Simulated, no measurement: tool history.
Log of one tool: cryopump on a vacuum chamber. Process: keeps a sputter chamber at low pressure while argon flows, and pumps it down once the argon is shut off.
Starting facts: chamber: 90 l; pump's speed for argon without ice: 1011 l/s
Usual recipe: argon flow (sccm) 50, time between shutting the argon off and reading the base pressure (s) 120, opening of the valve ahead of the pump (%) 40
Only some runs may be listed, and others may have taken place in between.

| run | day | argon flow (sccm) | time between shutting the argon off and reading the base pressure (s) | opening of the valve ahead of the pump (%) | pressure while argon flows (Pa) | pressure after the wait (uPa) |
|---|---|---|---|---|---|---|
| 1 | 0 | 50 | 120 | 40 | 0.2253 | 1.29 |
| 2 | 1.292 | 50 | 120 | 40 | 0.2276 | 1.4 |
| 3 | 2.529 | 50 | 120 | 40 | 0.2263 | 1.44 |
| 4 | 3.579 | 27 | 120 | 40 | 0.1232 | 1.42 |
| 5 | 5.308 | 24 | 120 | 40 | 0.111 | 1.46 |
| 6 | 7.196 | 24 | 120 | 40 | 0.1108 | 1.52 |
| 7 | 9.271 | 24 | 120 | 40 | 0.1112 | 1.64 |
| 8 | 11.429 | 24 | 120 | 40 | 0.1122 | 1.73 |
| 9 | 12.45 | 50 | 120 | 40 | 0.2333 | 1.73 |
| 10 | 14.5 | 50 | 120 | 40 | 0.2343 | 1.82 |
| 11 | 16.304 | 50 | 120 | 40 | 0.2356 | 1.95 |
| 12 | 17.596 | 50 | 78 | 40 | 0.2367 | 2.42 |
| 13 | 19 | 28 | 120 | 40 | 0.1333 | 1.99 |
| 14 | 21.404 | 50 | 120 | 43 | 0.2255 | 2.1 |
| 15 | 23.258 | 50 | 120 | 43 | 0.226 | 2.18 |
| 16 | 24.646 | 50 | 120 | 40 | 0.2415 | 2.21 |
| 17 | 26.862 | 50 | 120 | 40 | 0.2449 | 2.31 |
| 18 | 28.392 | 66 | 179 | 36 | 0.3541 | 2.09 |
| 19 | 30.808 | 66 | 179 | 36 | 0.3546 | 2.25 |
| 20 | 32.329 | 66 | 179 | 36 | 0.3568 | 2.35 |
|  | 32.675 | pump warmed up, emptied and cooled again |
| 21 | 34.762 | 39 | 114 | 34 | 0.193 | 2.15 |
| 22 | 37.125 | 45 | 120 | 40 | 0.1903 | 2.16 |
| 23 | 38.517 | 20 | 27 | 17 | 0.1987 | 5.05 |
| 24 | 40.308 | 40 | 45 | 19 | 0.3558 | 3.61 |
| 25 | 42.571 | 40 | 45 | 16 | 0.4224 | 3.65 |
| 26 | 44.838 | 98 | 120 | 59 | 0.2912 | 2.43 |
| 27 | 46.6 | 98 | 120 | 59 | 0.2919 | 2.48 |
| 28 | 48.108 | 58 | 22 | 30 | 0.3332 | 6.2 |
| 29 | 49.542 | 70 | 211 | 18 | 0.6575 | 2.15 |
| 30 | 51.542 | 70 | 211 | 18 | 0.6618 | 2.31 |
| 31 | 53.938 | 57 | 62 | 15 | 0.6489 | 3.57 |
| 32 | 56.029 | 50 | 78 | 51 | 0.176 | 3.31 |
| 33 | 57.383 | 50 | 78 | 51 | 0.1764 | 3.37 |
| 34 | 59.117 | 50 | 78 | 51 | 0.1773 | 3.4 |

How would selected steps in pressure while argon flows (Pa) from run to run divide? Give the signed amount a tool lacking its hidden state would still show from settings, what came in and random variation, and the signed amount left for the hidden state, including any gauge scatter that is not in both of the compared results.
What the log doesn't record here: pump's speed, % of a pump's without ice; cold plate's temperature, K; leak into the chamber, uPa l/s; drift of the gauge itself on working_pa, %; drift of the gauge itself on base_upa, %.
Run 8 -> 9: argon flow (sccm) 24 -> 50. pressure while argon flows (Pa) +0.1211: hidden state +0.0129, all else +0.1082.
Run 13 -> 14: argon flow (sccm) 28 -> 50, opening of the valve ahead of the pump (%) 40 -> 43. pressure while argon flows (Pa) +0.0922: hidden state +0.0147, all else +0.0775.
Run 20 -> 21: argon flow (sccm) 66 -> 39, time between shutting the argon off and reading the base pressure (s) 179 -> 114, opening of the valve ahead of the pump (%) 36 -> 34, pump warmed up, emptied and cooled again. pressure while argon flows (Pa) -0.1638: hidden state -0.0505, all else -0.1133.
Run 28 -> 29: argon flow (sccm) 58 -> 70, time between shutting the argon off and reading the base pressure (s) 22 -> 211, opening of the valve ahead of the pump (%) 30 -> 18. pressure while argon flows (Pa) +0.3243: hidden state +0.0027, all else +0.3216.
Run 31 -> 32: argon flow (sccm) 57 -> 50, time between shutting the argon off and reading the base pressure (s) 62 -> 78, opening of the valve ahead of the pump (%) 15 -> 51. pressure while argon flows (Pa) -0.4729: hidden state -0.0004, all else -0.4725.

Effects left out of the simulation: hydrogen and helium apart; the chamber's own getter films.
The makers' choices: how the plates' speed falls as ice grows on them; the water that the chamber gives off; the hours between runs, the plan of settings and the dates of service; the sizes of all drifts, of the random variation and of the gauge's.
